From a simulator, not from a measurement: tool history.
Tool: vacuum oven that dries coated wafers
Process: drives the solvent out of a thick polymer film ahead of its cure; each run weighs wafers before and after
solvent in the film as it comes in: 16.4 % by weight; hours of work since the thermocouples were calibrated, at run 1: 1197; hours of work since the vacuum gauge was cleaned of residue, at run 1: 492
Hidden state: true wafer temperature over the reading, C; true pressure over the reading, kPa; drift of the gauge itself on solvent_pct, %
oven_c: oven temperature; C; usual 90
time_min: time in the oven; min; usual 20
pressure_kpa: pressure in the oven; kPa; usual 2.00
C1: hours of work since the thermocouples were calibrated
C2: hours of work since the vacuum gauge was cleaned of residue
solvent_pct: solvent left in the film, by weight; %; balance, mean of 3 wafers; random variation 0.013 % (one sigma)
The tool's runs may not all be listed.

{"run": 1, "hour": 0.0, "oven_c": 90, "time_min": 20, "pressure_kpa": 2.0, "C1": 1197, "C2": 492, "solvent_pct": 3.38}
{"run": 2, "hour": 109.6, "oven_c": 90, "time_min": 20, "pressure_kpa": 2.0, "C1": 1265, "C2": 560, "solvent_pct": 3.37}
{"hour": 148.1, "done": "oven's thermocouples calibrated"}
{"run": 3, "hour": 197.8, "oven_c": 90, "time_min": 20, "pressure_kpa": 2.0, "C1": 31, "C2": 613, "solvent_pct": 3.82}
{"run": 4, "hour": 267.0, "oven_c": 90, "time_min": 20, "pressure_kpa": 2.0, "C1": 74, "C2": 656, "solvent_pct": 3.78}
{"run": 5, "hour": 376.2, "oven_c": 90, "time_min": 20, "pressure_kpa": 2.0, "C1": 141, "C2": 724, "solvent_pct": 3.79}
{"run": 6, "hour": 445.8, "oven_c": 90, "time_min": 20, "pressure_kpa": 2.0, "C1": 184, "C2": 767, "solvent_pct": 3.8}
{"run": 7, "hour": 542.5, "oven_c": 90, "time_min": 20, "pressure_kpa": 2.0, "C1": 244, "C2": 827, "solvent_pct": 3.79}
{"run": 8, "hour": 618.2, "oven_c": 90, "time_min": 20, "pressure_kpa": 2.0, "C1": 291, "C2": 874, "solvent_pct": 3.77}
{"run": 9, "hour": 728.0, "oven_c": 90, "time_min": 20, "pressure_kpa": 3.33, "C1": 359, "C2": 942, "solvent_pct": 5.43}
{"run": 10, "hour": 817.1, "oven_c": 94, "time_min": 20, "pressure_kpa": 2.0, "C1": 414, "C2": 997, "solvent_pct": 2.89}
{"run": 11, "hour": 886.2, "oven_c": 90, "time_min": 20, "pressure_kpa": 5.03, "C1": 457, "C2": 1040, "solvent_pct": 7.58}
{"run": 12, "hour": 980.2, "oven_c": 90, "time_min": 20, "pressure_kpa": 5.03, "C1": 515, "C2": 1098, "solvent_pct": 7.54}
{"run": 13, "hour": 1069.2, "oven_c": 90, "time_min": 20, "pressure_kpa": 5.03, "C1": 570, "C2": 1153, "solvent_pct": 7.5}
{"run": 14, "hour": 1118.8, "oven_c": 90, "time_min": 20, "pressure_kpa": 2.0, "C1": 601, "C2": 1184, "solvent_pct": 3.74}
{"run": 15, "hour": 1240.3, "oven_c": 90, "time_min": 20, "pressure_kpa": 1.78, "C1": 676, "C2": 1259, "solvent_pct": 3.45}
{"run": 16, "hour": 1339.4, "oven_c": 90, "time_min": 20, "pressure_kpa": 2.0, "C1": 738, "C2": 1320, "solvent_pct": 3.73}
{"run": 17, "hour": 1392.7, "oven_c": 90, "time_min": 20, "pressure_kpa": 2.0, "C1": 771, "C2": 1353, "solvent_pct": 3.73}
{"run": 18, "hour": 1477.0, "oven_c": 90, "time_min": 20, "pressure_kpa": 2.0, "C1": 823, "C2": 1405, "solvent_pct": 3.7}
{"run": 19, "hour": 1591.6, "oven_c": 90, "time_min": 20, "pressure_kpa": 2.0, "C1": 894, "C2": 1476, "solvent_pct": 3.7}
{"run": 20, "hour": 1683.2, "oven_c": 90, "time_min": 20, "pressure_kpa": 2.0, "C1": 951, "C2": 1533, "solvent_pct": 3.69}
{"run": 21, "hour": 1735.7, "oven_c": 95, "time_min": 20, "pressure_kpa": 2.0, "C1": 983, "C2": 1566, "solvent_pct": 2.75}
{"run": 22, "hour": 1791.8, "oven_c": 95, "time_min": 20, "pressure_kpa": 2.0, "C1": 1018, "C2": 1600, "solvent_pct": 2.71}
{"run": 23, "hour": 1904.6, "oven_c": 90, "time_min": 20, "pressure_kpa": 4.62, "C1": 1088, "C2": 1670, "solvent_pct": 6.89}
{"run": 24, "hour": 2002.4, "oven_c": 90, "time_min": 20, "pressure_kpa": 4.62, "C1": 1148, "C2": 1731, "solvent_pct": 6.91}
{"run": 25, "hour": 2109.6, "oven_c": 90, "time_min": 20, "pressure_kpa": 4.62, "C1": 1215, "C2": 1797, "solvent_pct": 6.86}
{"run": 26, "hour": 2175.3, "oven_c": 90, "time_min": 20, "pressure_kpa": 4.62, "C1": 1255, "C2": 1838, "solvent_pct": 6.88}
{"hour": 2231.8, "done": "oven's thermocouples calibrated"}
{"run": 27, "hour": 2233.2, "oven_c": 85, "time_min": 20, "pressure_kpa": 1.08, "C1": 1, "C2": 1873, "solvent_pct": 4.19}
{"run": 28, "hour": 2296.5, "oven_c": 87, "time_min": 20, "pressure_kpa": 6.84, "C1": 40, "C2": 1912, "solvent_pct": 11.49}
{"run": 29, "hour": 2353.1, "oven_c": 80, "time_min": 20, "pressure_kpa": 7.73, "C1": 75, "C2": 1947, "solvent_pct": 16.23}
{"run": 30, "hour": 2453.0, "oven_c": 103, "time_min": 11, "pressure_kpa": 7.73, "C1": 137, "C2": 2009, "solvent_pct": 7.23}
{"run": 31, "hour": 2567.3, "oven_c": 103, "time_min": 11, "pressure_kpa": 7.73, "C1": 208, "C2": 2079, "solvent_pct": 7.19}
{"run": 32, "hour": 2669.8, "oven_c": 103, "time_min": 11, "pressure_kpa": 7.73, "C1": 271, "C2": 2143, "solvent_pct": 7.19}
{"run": 33, "hour": 2762.8, "oven_c": 98, "time_min": 20, "pressure_kpa": 2.0, "C1": 329, "C2": 2201, "solvent_pct": 2.5}

Run 34 comes next. What will it give?
{"run": 34, "hour": 2829.8, "oven_c": 82, "time_min": 23, "pressure_kpa": 7.36, "C1": 370, "C2": 2242, "solvent_pct": "?"}

{"run 34": {"solvent_pct": 14.4}}
Without the tool's hidden state the same run would have given solvent_pct 14.13 %.

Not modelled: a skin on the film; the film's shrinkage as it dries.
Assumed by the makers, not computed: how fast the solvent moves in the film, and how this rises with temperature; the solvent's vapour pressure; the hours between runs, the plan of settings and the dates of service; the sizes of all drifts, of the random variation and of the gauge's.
